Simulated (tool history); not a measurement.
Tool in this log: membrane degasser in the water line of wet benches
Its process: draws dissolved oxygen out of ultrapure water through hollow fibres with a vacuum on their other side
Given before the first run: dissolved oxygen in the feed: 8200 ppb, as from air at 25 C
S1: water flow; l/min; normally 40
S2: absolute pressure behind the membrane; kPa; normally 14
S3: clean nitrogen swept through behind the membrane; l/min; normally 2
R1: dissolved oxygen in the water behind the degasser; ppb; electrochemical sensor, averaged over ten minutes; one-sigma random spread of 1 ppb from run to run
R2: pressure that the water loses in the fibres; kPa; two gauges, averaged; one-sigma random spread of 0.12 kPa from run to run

| run | hour | S1 | S2 | S3 | R1 | R2 |
|---|---|---|---|---|---|---|
| 1 | 0 | 40 | 14 | 2 | 475.1 | 32.43 |
| 2 | 144.3 | 40 | 14 | 2 | 475.7 | 32.48 |
| 3 | 269.4 | 40 | 14 | 2 | 474.5 | 32.66 |
| 4 | 410.6 | 40 | 14 | 3.1 | 327.6 | 32.61 |
| 5 | 514.7 | 40 | 17.3 | 2 | 607.7 | 32.52 |
| 6 | 648.2 | 40 | 17.3 | 2 | 609.4 | 32.64 |
| 7 | 826.2 | 40 | 14 | 2 | 478.6 | 32.55 |
| 8 | 1045.8 | 40 | 14 | 2 | 477.7 | 32.6 |
| 9 | 1172.5 | 40 | 14 | 2 | 478.6 | 32.68 |
| 10 | 1312.2 | 40 | 14 | 2 | 478.1 | 32.72 |
| 11 | 1522.9 | 40 | 14 | 2 | 479.1 | 32.81 |
| 12 | 1722.8 | 40 | 14 | 2 | 479.8 | 32.57 |
| 13 | 1934.9 | 40 | 14 | 2 | 482.7 | 32.96 |
| 14 | 2026.7 | 40 | 14 | 2 | 482.1 | 32.9 |
|  | 2066.5 | vacuum gauge calibrated |
| 15 | 2169.6 | 40 | 14 | 2 | 466.6 | 32.76 |
| 16 | 2382.7 | 40 | 14 | 2 | 465 | 32.87 |
| 17 | 2473.4 | 32 | 27.4 | 1.81 | 884.3 | 26.45 |
| 18 | 2621 | 32 | 22.5 | 1.81 | 719.1 | 26.46 |
| 19 | 2818.3 | 47 | 32.4 | 1.09 | 2002.9 | 38.91 |
| 20 | 2908.8 | 47 | 32.4 | 1.09 | 2005 | 38.9 |
| 21 | 3075 | 40 | 12.8 | 2.42 | 358.9 | 32.91 |
| 22 | 3223 | 40 | 12.8 | 2.42 | 358.6 | 33.02 |
| 23 | 3359.3 | 40 | 12.8 | 2.42 | 358.2 | 33.22 |
| 24 | 3498.1 | 40 | 12.8 | 2.42 | 359.5 | 32.87 |
| 25 | 3655.3 | 40 | 12.8 | 2.42 | 358.9 | 32.94 |
| 26 | 3766.2 | 48 | 11.5 | 2.42 | 375.1 | 39.55 |
| 27 | 3888.3 | 63 | 30.6 | 5.96 | 679.2 | 52.16 |
| 28 | 4025.6 | 63 | 30.6 | 5.96 | 681.3 | 52.34 |
| 29 | 4246.1 | 63 | 23.9 | 5.96 | 535.7 | 52.55 |
| 30 | 4381.4 | 63 | 23.9 | 5.96 | 536.6 | 52.51 |
|  | 4441.8 | membrane cartridge changed |
| 31 | 4515.5 | 40 | 10.4 | 1.91 | 335.8 | 30.98 |

What if the next run were any one of these 3? Each begins from the tool's condition after run 31:
| A | 4607.2 | 52 | 14 | 1.03 | ? | ? |
| B | 4607.2 | 34 | 21 | 2.1 | ? | ? |
| C | 4607.2 | 24 | 10.4 | 1.91 | ? | ? |

| run | R1 | R2 |
|---|---|---|
| A | 973.3 | 40.44 |
| B | 625.3 | 26.49 |
| C | 212.8 | 18.75 |
Take away the tool's hidden state, keep each run's random variation, and the runs would have read:
| run | R1 | R2 |
|---|---|---|
| A | 961.8 | 40.4 |
| B | 614.2 | 26.46 |
| C | 205.3 | 18.73 |
